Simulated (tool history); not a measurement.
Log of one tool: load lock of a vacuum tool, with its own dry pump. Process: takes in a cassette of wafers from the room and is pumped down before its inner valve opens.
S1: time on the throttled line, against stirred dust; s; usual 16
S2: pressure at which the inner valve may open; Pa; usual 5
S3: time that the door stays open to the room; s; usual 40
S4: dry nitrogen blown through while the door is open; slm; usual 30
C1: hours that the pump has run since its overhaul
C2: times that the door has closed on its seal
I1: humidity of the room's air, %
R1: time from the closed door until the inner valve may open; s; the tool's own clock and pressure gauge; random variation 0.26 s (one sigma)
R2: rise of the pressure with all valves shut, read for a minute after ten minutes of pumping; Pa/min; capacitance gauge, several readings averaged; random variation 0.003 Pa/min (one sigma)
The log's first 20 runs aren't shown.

Run 21, hour 7797.5: usual settings but S2 7 Pa, S3 82 s, S4 15 slm; C1 3225; C2 32734; I1 46.2. Result: R1 26.3 s, R2 0.074 Pa/min.
Run 22, hour 8107.9: usual settings but S1 25 s, S2 7 Pa, S3 82 s, S4 40 slm; C1 3536; C2 33790; I1 45.5. Result: R1 33.3 s, R2 0.040 Pa/min.
Run 23, hour 8588.4: usual settings but S1 13 s, S2 4 Pa, S4 29 slm; C1 4016; C2 35424; I1 48.8. Result: R1 25.4 s, R2 0.036 Pa/min.
Run 24, hour 9064.6: usual settings but S1 13 s, S4 14 slm; C1 4492; C2 37044; I1 47.7. Result: R1 24.8 s, R2 0.047 Pa/min.
Run 25, hour 9464.5: usual settings but S1 9 s, S3 54 s, S4 23 slm; C1 4892; C2 38405; I1 41.3. Result: R1 21.4 s, R2 0.041 Pa/min.
Run 26, hour 9791.4: usual settings but S1 9 s, S3 54 s, S4 23 slm; C1 5219; C2 39516; I1 46.4. Result: R1 21.1 s, R2 0.046 Pa/min.
Run 27, hour 10262.5: usual settings but S1 19 s, S2 6 Pa, S3 54 s, S4 23 slm; C1 5690; C2 41119; I1 46.4. Result: R1 28.8 s, R2 0.049 Pa/min.
Run 28, hour 10617.3: usual settings; C1 6045; C2 42326; I1 45.1. Result: R1 26.8 s, R2 0.032 Pa/min.
Run 29, hour 10974.9: usual settings but S1 31 s, S4 5 slm; C1 6403; C2 43542; I1 43.9. Result: R1 38.1 s, R2 0.068 Pa/min.
Run 30, hour 11354.1: usual settings but S2 8 Pa; C1 6782; C2 44832; I1 45.3. Result: R1 25.7 s, R2 0.029 Pa/min.
Run 31, hour 11640.2: usual settings but S1 9 s; C1 7068; C2 45806; I1 42.2. Result: R1 21.5 s, R2 0.038 Pa/min.
Run 32, hour 11929.8: usual settings but S1 15 s, S3 68 s; C1 7357; C2 46791; I1 44.8. Result: R1 26.4 s, R2 0.047 Pa/min.
Run 33, hour 12474.1: usual settings but S1 15 s, S3 68 s; C1 7902; C2 48643; I1 45.3. Result: R1 25.8 s, R2 0.042 Pa/min.
Run 34, hour 12862.5: usual settings but S1 8 s, S4 37 slm; C1 8290; C2 49964; I1 49.3. Result: R1 20.9 s, R2 0.032 Pa/min.
Run 35, hour 13115.7: usual settings but S1 8 s, S4 37 slm; C1 8543; C2 50825; I1 45.1. Result: R1 20.7 s, R2 0.034 Pa/min.

Run 36 comes next. What will it give?
Run 36, hour 13514.8: usual settings but S1 8 s, S4 37 slm; C1 8942; C2 52183; I1 41.4. Result: R1 ?, R2 ?.

{"run 36": {"R1": 20.8, "R2": 0.033}}
Without the tool's hidden state the same run would have given R1 20.8 s, R2 0.031 Pa/min.

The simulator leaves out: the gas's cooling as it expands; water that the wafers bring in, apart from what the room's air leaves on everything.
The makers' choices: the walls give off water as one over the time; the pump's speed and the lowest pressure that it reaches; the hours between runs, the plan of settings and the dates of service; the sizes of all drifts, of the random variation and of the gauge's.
